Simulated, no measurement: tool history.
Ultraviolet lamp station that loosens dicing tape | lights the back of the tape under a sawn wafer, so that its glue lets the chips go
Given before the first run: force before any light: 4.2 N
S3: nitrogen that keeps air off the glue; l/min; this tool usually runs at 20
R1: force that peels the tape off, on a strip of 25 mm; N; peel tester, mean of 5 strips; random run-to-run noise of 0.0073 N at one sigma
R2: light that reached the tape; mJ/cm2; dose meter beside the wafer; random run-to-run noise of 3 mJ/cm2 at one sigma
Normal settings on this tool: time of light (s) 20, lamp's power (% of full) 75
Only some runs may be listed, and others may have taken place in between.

run 1 hour=0 | time_of_light_(s)=20 lamp's_power_(%_of_full)=75 S3=20 | R1=0.358 R2=370
run 2 hour=22.3 | time_of_light_(s)=22 lamp's_power_(%_of_full)=75 S3=20 | R1=0.313 R2=407
run 3 hour=43.1 | time_of_light_(s)=22 lamp's_power_(%_of_full)=75 S3=20 | R1=0.305 R2=402
run 4 hour=74.3 | time_of_light_(s)=22 lamp's_power_(%_of_full)=75 S3=20 | R1=0.312 R2=395
run 5 hour=106.6 | time_of_light_(s)=20 lamp's_power_(%_of_full)=75 S3=20 | R1=0.372 R2=353
run 6 hour=134.2 | time_of_light_(s)=20 lamp's_power_(%_of_full)=75 S3=18 | R1=0.379 R2=352
run 7 hour=160 | time_of_light_(s)=20 lamp's_power_(%_of_full)=75 S3=18 | R1=0.399 R2=346
run 8 hour=191.6 | time_of_light_(s)=20 lamp's_power_(%_of_full)=68 S3=20 | R1=0.444 R2=315
run 9 hour=220 | time_of_light_(s)=20 lamp's_power_(%_of_full)=68 S3=20 | R1=0.443 R2=310
run 10 hour=239.3 | time_of_light_(s)=20 lamp's_power_(%_of_full)=68 S3=20 | R1=0.458 R2=307
run 11 hour=256.8 | time_of_light_(s)=20 lamp's_power_(%_of_full)=75 S3=20 | R1=0.4 R2=340
run 12 hour=277.5 | time_of_light_(s)=31 lamp's_power_(%_of_full)=75 S3=20 | R1=0.239 R2=513
run 13 hour=298.9 | time_of_light_(s)=31 lamp's_power_(%_of_full)=75 S3=20 | R1=0.235 R2=514
run 14 hour=328.1 | time_of_light_(s)=31 lamp's_power_(%_of_full)=75 S3=20 | R1=0.25 R2=513
run 15 hour=352.8 | time_of_light_(s)=38 lamp's_power_(%_of_full)=74 S3=20 | R1=0.213 R2=606
-- hour=374.3 window cleaned of glue's vapour
run 16 hour=382.6 | time_of_light_(s)=26 lamp's_power_(%_of_full)=76 S3=20 | R1=0.245 R2=478
run 17 hour=422.5 | time_of_light_(s)=29 lamp's_power_(%_of_full)=66 S3=9 | R1=0.37 R2=462
run 18 hour=450.1 | time_of_light_(s)=22 lamp's_power_(%_of_full)=85 S3=9 | R1=0.374 R2=443
run 19 hour=478.8 | time_of_light_(s)=20 lamp's_power_(%_of_full)=75 S3=9 | R1=0.552 R2=355
run 20 hour=506.4 | time_of_light_(s)=20 lamp's_power_(%_of_full)=75 S3=9 | R1=0.579 R2=357
run 21 hour=528.6 | time_of_light_(s)=10 lamp's_power_(%_of_full)=90 S3=9 | R1=1.141 R2=210

Below, some changes in R1 between adjacent runs. For each, the amount present without the hidden state too (settings, incoming material, random variation) and the amount remaining for the hidden state with gauge scatter not shared by both compared results:
Hidden state at play: lamp's light, % of a new lamp's; light that the window lets through, % of a clean one's; drift of the gauge itself on peel_n, %; drift of the gauge itself on dose_mj_cm2, %.
Run 11 -> 12: time of light (s) 20 -> 31. R1 -0.161 N: hidden state -0.095, all else -0.066.
Run 18 -> 19: time of light (s) 22 -> 20, lamp's power (% of full) 85 -> 75. R1 +0.178 N: hidden state +0.073, all else +0.105.
Run 20 -> 21: time of light (s) 20 -> 10, lamp's power (% of full) 75 -> 90. R1 +0.562 N: hidden state +0.145, all else +0.417.

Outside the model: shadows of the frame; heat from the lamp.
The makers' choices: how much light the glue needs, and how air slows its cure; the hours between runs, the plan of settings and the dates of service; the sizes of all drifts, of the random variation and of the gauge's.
